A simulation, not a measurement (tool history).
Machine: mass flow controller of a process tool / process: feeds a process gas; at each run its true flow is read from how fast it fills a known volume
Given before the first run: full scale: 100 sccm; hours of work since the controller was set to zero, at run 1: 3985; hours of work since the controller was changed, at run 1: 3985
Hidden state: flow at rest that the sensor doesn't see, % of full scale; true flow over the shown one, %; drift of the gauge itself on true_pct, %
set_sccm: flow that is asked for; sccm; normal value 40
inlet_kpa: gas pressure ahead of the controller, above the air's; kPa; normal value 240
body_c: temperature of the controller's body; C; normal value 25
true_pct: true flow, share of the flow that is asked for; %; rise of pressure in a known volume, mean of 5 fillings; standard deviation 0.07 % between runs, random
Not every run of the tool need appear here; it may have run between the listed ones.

run      day  set_sccm  inlet_kpa  body_c  hours of work since the controller was set to zero  hours of work since the controller was changed  true_pct
  1    0.000        40        240      25                                                3985                                            3985     99.27
  2    3.900        40        153      25                                                4047                                            4047     98.99
  3    8.500        40        153      24                                                4121                                            4121     98.78
  4   12.283        40        153      24                                                4181                                            4181     98.61
  5   15.767        40        153      24                                                4237                                            4237     98.70
  6   19.079        40        240      25                                                4290                                            4290     98.92
  7   22.129        40        158      25                                                4339                                            4339     98.68
  8   25.833        40        240      25                                                4398                                            4398     98.97
  9   30.667        40        240      25                                                4475                                            4475     98.78
 10   35.275        40        240      25                                                4549                                            4549     98.65
 11   39.367        40        240      25                                                4614                                            4614     98.61
 12   44.283        40        240      25                                                4693                                            4693     98.53
 13   47.546        40        240      25                                                4745                                            4745     98.51
 14   52.817        40        240      25                                                4829                                            4829     98.48
 15   58.012        40        240      25                                                4912                                            4912     98.30
 16   63.279        40        240      25                                                4997                                            4997     98.13
 17   66.242        75        240      25                                                5044                                            5044     98.68
 18   72.467        62        200      23                                                5144                                            5144     98.34
 19   77.688        40        208      25                                                5227                                            5227     97.86
 20   82.783        35        176      35                                                5308                                            5308     97.22
 21   86.308        34        187      20                                                5365                                            5365     97.84
 22   91.733        12        240      40                                                5452                                            5452     96.70
      94.296  -- controller exchanged for a calibrated one
 23   97.529        12        240      40                                                  52                                              52     96.60
 24  100.258        12        240      40                                                  95                                              95     96.48
 25  103.988        40        145      30                                                 155                                             155     96.79
 26  108.679        40        145      30                                                 230                                             230     96.82
 27  113.788        40        145      30                                                 312                                             312     96.77
 28  118.071        45        145      27                                                 380                                             380     96.82
 29  123.508        45        145      27                                                 467                                             467     96.74
 30  127.592        11        174      24                                                 532                                             532     96.47
 31  130.958        14        159      26                                                 586                                             586     96.41

5 ways to go on from here, each from the tool as it stands after run 31. What would each give?
  A  135.900        28        190      28                                                 665                                             665         ?
  B  135.900        61        159      26                                                 665                                             665         ?
  C  135.900        40        200      23                                                 665                                             665         ?
  D  135.900        38        266      29                                                 665                                             665         ?
  E  135.900        64        164      21                                                 665                                             665         ?

run  true_pct
  A     96.45
  B     96.77
  C     96.82
  D     96.83
  E     97.11
Stripped of hidden state, with their random variation kept, the same runs would have yielded:
run  true_pct
  A     98.78
  B     99.11
  C     99.16
  D     99.17
  E     99.46
